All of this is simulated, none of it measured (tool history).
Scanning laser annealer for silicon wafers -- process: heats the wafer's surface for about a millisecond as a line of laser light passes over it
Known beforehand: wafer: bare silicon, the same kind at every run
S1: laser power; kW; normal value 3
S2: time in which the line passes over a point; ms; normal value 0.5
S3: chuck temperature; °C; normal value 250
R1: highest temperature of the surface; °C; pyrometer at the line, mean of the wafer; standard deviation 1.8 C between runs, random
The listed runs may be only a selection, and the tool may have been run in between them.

| run | hour | S1 | S2 | S3 | R1 |
|---|---|---|---|---|---|
| 1 | 0 | 3 | 0.5 | 250 | 1044 |
| 2 | 33.7 | 3 | 0.5 | 250 | 1036 |
| 3 | 54.2 | 3 | 0.5 | 250 | 1033 |
| 4 | 80.6 | 3 | 0.5 | 267 | 1047 |
| 5 | 107.5 | 3.266 | 0.5 | 250 | 1116 |
| 6 | 136.8 | 3 | 0.5 | 268 | 1041 |
| 7 | 161.9 | 3 | 0.5 | 268 | 1040 |
| 8 | 182.2 | 3 | 0.5 | 268 | 1036 |
| 9 | 207.1 | 3 | 0.5 | 268 | 1035 |
| 10 | 225.7 | 3 | 0.5 | 250 | 1016 |
| 11 | 256.2 | 3 | 0.5 | 250 | 1013 |
| 12 | 274.8 | 3 | 0.5 | 250 | 1009 |
| 13 | 295.8 | 3 | 0.5 | 250 | 1002 |
|  | 301.3 | laser's power meter calibrated |
| 14 | 331.3 | 3 | 0.465 | 250 | 974 |
| 15 | 355.5 | 3 | 0.465 | 250 | 973 |
|  | 375.1 | laser's power meter calibrated, once more |
| 16 | 383.2 | 2.994 | 0.5 | 250 | 1000 |
| 17 | 407.2 | 3 | 0.5 | 250 | 1000 |
|  | 437.7 | window over the wafer cleaned |
| 18 | 443.1 | 3 | 0.456 | 250 | 1017 |
| 19 | 472.3 | 3 | 0.456 | 250 | 1010 |
| 20 | 489.4 | 3 | 0.456 | 250 | 1004 |
| 21 | 523.2 | 3 | 0.456 | 250 | 1002 |
| 22 | 538.7 | 2.563 | 0.378 | 250 | 810 |
| 23 | 573.1 | 2.834 | 0.5 | 244 | 974 |
| 24 | 606.8 | 3.11 | 0.5 | 275 | 1092 |
| 25 | 631.6 | 3 | 0.5 | 278 | 1056 |
| 26 | 649.9 | 3 | 0.5 | 278 | 1053 |
| 27 | 665.6 | 3 | 0.5 | 278 | 1052 |
| 28 | 681 | 3 | 0.5 | 278 | 1051 |
| 29 | 700.3 | 2.885 | 0.5 | 226 | 957 |
| 30 | 735.8 | 2.863 | 0.415 | 234 | 894 |

Run 31 has not been measured yet. What should we expect?
| 31 | 763.5 | 3.051 | 0.537 | 234 | ? |

R1: 1038 °C
Without the tool's hidden state the same run would have given R1 1096 °C.

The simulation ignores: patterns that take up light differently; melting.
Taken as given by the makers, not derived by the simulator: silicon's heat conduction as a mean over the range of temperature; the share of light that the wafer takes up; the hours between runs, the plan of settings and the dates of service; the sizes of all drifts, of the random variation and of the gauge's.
